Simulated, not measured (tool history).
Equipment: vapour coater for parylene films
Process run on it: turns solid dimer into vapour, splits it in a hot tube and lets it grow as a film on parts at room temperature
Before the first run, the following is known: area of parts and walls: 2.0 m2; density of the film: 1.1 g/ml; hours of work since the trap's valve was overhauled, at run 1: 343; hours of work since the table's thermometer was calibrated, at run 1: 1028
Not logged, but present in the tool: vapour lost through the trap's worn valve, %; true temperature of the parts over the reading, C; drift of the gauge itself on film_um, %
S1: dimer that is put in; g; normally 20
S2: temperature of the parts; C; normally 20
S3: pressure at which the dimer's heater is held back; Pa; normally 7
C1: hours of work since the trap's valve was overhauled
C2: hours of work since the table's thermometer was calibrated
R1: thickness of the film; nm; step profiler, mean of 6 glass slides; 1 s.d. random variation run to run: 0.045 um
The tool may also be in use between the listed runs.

| run | day | S1 | S2 | S3 | C1 | C2 | R1 |
|---|---|---|---|---|---|---|---|
| 1 | 0 | 20 | 20 | 7 | 343 | 1028 | 4450 |
| 2 | 2.267 | 20 | 20 | 7 | 386 | 1071 | 4440 |
|  | 2.962 | trap's valve overhauled |
| 3 | 4.288 | 20 | 20 | 7.92 | 25 | 1106 | 3940 |
|  | 5.033 | table's thermometer calibrated |
| 4 | 5.912 | 20 | 20 | 7.92 | 55 | 17 | 3790 |
| 5 | 8.171 | 33 | 20 | 7 | 98 | 59 | 6280 |
|  | 8.596 | trap's valve overhauled, once more |
| 6 | 9.675 | 33 | 20 | 7 | 21 | 85 | 8130 |
| 7 | 12.346 | 33 | 20 | 7 | 71 | 135 | 8220 |
| 8 | 14.038 | 20 | 20 | 7 | 103 | 167 | 4760 |

Expected results for the next run?
| 9 | 16.929 | 28 | 14 | 4.58 | 158 | 222 | ? |

Run 9 yielded R1 8110 nm.
Take away the tool's hidden state, keep the run-to-run variation as it was, and the same run would have given R1 8650 nm.
